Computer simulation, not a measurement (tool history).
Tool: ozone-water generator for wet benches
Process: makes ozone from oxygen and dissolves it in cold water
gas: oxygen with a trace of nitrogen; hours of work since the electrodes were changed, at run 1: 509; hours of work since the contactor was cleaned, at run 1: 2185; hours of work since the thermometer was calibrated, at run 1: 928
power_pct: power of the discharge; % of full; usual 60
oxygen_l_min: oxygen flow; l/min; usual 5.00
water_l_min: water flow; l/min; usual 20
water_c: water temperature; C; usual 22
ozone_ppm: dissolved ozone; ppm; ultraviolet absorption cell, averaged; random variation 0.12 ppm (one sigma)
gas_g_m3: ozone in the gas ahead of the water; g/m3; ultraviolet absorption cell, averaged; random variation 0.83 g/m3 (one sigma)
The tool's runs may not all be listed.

| run | day | power_pct | oxygen_l_min | water_l_min | water_c | hours of work since the electrodes were changed | hours of work since the contactor was cleaned | hours of work since the thermometer was calibrated | ozone_ppm | gas_g_m3 |
|---|---|---|---|---|---|---|---|---|---|---|
| 1 | 0.000 | 60 | 5.00 | 20 | 22 | 509 | 2185 | 928 | 9.1 | 128.6 |
| 2 | 4.383 | 60 | 5.00 | 20 | 22 | 605 | 2281 | 1024 | 9.2 | 128.9 |
| 3 | 8.542 | 60 | 5.00 | 20 | 22 | 697 | 2372 | 1116 | 9.2 | 128.0 |
| 4 | 11.888 | 60 | 5.00 | 20 | 22 | 770 | 2446 | 1189 | 9.1 | 128.9 |
| 5 | 13.888 | 60 | 5.00 | 20 | 22 | 814 | 2490 | 1233 | 9.1 | 128.1 |
| 6 | 18.388 | 60 | 5.00 | 25 | 22 | 913 | 2589 | 1332 | 7.0 | 128.6 |
| 7 | 21.296 | 60 | 5.00 | 25 | 22 | 977 | 2653 | 1396 | 7.2 | 127.5 |
| 8 | 26.004 | 60 | 5.00 | 29 | 22 | 1080 | 2756 | 1499 | 6.3 | 127.5 |
| 9 | 29.175 | 60 | 5.00 | 14 | 22 | 1150 | 2826 | 1569 | 11.9 | 127.0 |
| 10 | 31.408 | 60 | 5.00 | 20 | 22 | 1199 | 2875 | 1618 | 8.7 | 123.5 |
| 11 | 35.658 | 60 | 5.00 | 20 | 22 | 1293 | 2969 | 1712 | 8.6 | 125.1 |
| 12 | 38.038 | 40 | 2.61 | 20 | 19 | 1345 | 3021 | 1764 | 5.9 | 118.7 |
| 13 | 41.304 | 40 | 2.61 | 27 | 19 | 1417 | 3093 | 1836 | 4.0 | 119.0 |
| 14 | 44.625 | 60 | 8.94 | 14 | 21 | 1490 | 3166 | 1909 | 11.9 | 101.9 |
| 15 | 48.967 | 60 | 5.00 | 20 | 24 | 1585 | 3261 | 2004 | 8.3 | 125.7 |
| 16 | 53.021 | 98 | 3.84 | 20 | 24 | 1675 | 3351 | 2094 | 10.8 | 187.8 |

Forecast each of these 3 alternatives for the next run:
| A | 57.554 | 60 | 5.00 | 26 | 21 | 1774 | 3450 | 2193 | ? | ? |
| B | 57.554 | 98 | 3.29 | 20 | 24 | 1774 | 3450 | 2193 | ? | ? |
| C | 57.554 | 60 | 3.91 | 20 | 22 | 1774 | 3450 | 2193 | ? | ? |

| run | ozone_ppm | gas_g_m3 |
|---|---|---|
| A | 6.5 | 123.1 |
| B | 10.3 | 197.4 |
| C | 8.0 | 133.9 |
Without the tool's hidden state the same runs would have given:
| run | ozone_ppm | gas_g_m3 |
|---|---|---|
| A | 7.8 | 132.1 |
| B | 12.6 | 217.6 |
| C | 9.5 | 143.7 |
